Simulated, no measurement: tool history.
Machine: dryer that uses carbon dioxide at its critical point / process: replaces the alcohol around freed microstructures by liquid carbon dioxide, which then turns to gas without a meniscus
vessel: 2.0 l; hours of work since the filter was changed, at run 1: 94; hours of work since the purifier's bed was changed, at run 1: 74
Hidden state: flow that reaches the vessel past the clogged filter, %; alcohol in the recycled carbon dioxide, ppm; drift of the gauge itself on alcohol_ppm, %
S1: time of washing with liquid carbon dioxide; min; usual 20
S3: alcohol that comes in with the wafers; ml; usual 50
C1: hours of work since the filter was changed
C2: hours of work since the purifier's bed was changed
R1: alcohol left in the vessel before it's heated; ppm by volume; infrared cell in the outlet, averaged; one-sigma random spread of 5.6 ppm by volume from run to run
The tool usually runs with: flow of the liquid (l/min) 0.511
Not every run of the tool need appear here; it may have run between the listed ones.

{"run": 1, "day": 0.0, "S1": 20, "flow of the liquid (l/min)": 0.511, "S3": 50, "C1": 94, "C2": 74, "R1": 225}
{"run": 2, "day": 1.175, "S1": 20, "flow of the liquid (l/min)": 0.511, "S3": 50, "C1": 115, "C2": 95, "R1": 229}
{"run": 3, "day": 1.758, "S1": 20, "flow of the liquid (l/min)": 0.511, "S3": 22, "C1": 126, "C2": 105, "R1": 135}
{"run": 4, "day": 2.467, "S1": 20, "flow of the liquid (l/min)": 0.338, "S3": 50, "C1": 139, "C2": 118, "R1": 995}
{"run": 5, "day": 3.567, "S1": 20, "flow of the liquid (l/min)": 0.338, "S3": 50, "C1": 158, "C2": 138, "R1": 1007}
{"run": 6, "day": 4.308, "S1": 24, "flow of the liquid (l/min)": 0.511, "S3": 50, "C1": 172, "C2": 151, "R1": 157}
{"run": 7, "day": 5.329, "S1": 24, "flow of the liquid (l/min)": 0.511, "S3": 50, "C1": 190, "C2": 169, "R1": 159}
{"run": 8, "day": 6.292, "S1": 21, "flow of the liquid (l/min)": 0.816, "S3": 22, "C1": 207, "C2": 187, "R1": 86}
{"run": 9, "day": 7.229, "S1": 21, "flow of the liquid (l/min)": 0.338, "S3": 43, "C1": 224, "C2": 204, "R1": 801}

For run 10, what comes out?
{"run": 10, "day": 8.154, "S1": 13, "flow of the liquid (l/min)": 0.759, "S3": 47, "C1": 241, "C2": 220, "R1": "?"}

{"run 10": {"R1": 335}}
With the hidden condition absent and the run-to-run variation left alone, this run would have shown R1 202 ppm by volume.
